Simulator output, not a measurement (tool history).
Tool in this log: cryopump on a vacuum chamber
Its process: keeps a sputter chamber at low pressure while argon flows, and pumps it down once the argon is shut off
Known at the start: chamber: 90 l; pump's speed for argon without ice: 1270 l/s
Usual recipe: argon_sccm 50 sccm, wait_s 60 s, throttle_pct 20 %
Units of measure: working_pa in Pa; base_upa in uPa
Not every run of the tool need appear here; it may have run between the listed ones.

run	hour	argon_sccm	wait_s	throttle_pct	working_pa	base_upa
1	0.0	50	60	20	0.3508	2.11
2	19.4	50	60	20	0.3499	2.13
3	36.7	50	60	20	0.3497	2.11
4	66.4	50	60	20	0.3524	2.18
5	90.7	50	151	20	0.3554	1.11
6	118.5	50	151	20	0.3579	1.18
7	140.2	93	60	20	0.6606	2.27
8	172.5	93	60	20	0.6691	2.26
9	192.2	93	60	20	0.6733	2.22
10	214.5	50	60	20	0.3641	2.27
11	236.7	50	26	20	0.3640	4.67
12	262.2	50	26	20	0.3659	4.98
# hour 276.0: pump warmed up, emptied and cooled again
13	284.7	50	26	20	0.3333	4.62
14	298.4	50	26	20	0.3336	4.44
15	325.1	68	60	20	0.4581	2.22
16	354.8	68	60	20	0.4599	2.27
17	384.7	68	105	40	0.2327	1.50
18	404.0	35	60	20	0.2371	2.30
19	422.5	41	270	31	0.1816	0.90
20	452.2	46	89	46	0.1412	1.74

The next listed run, before its measurement:
21	471.3	46	89	46	?	?

{"run 21": {"working_pa": 0.1419, "base_upa": 1.73}}
Without the tool's hidden state the same run would have given working_pa 0.1331 Pa, base_upa 1.41 uPa.
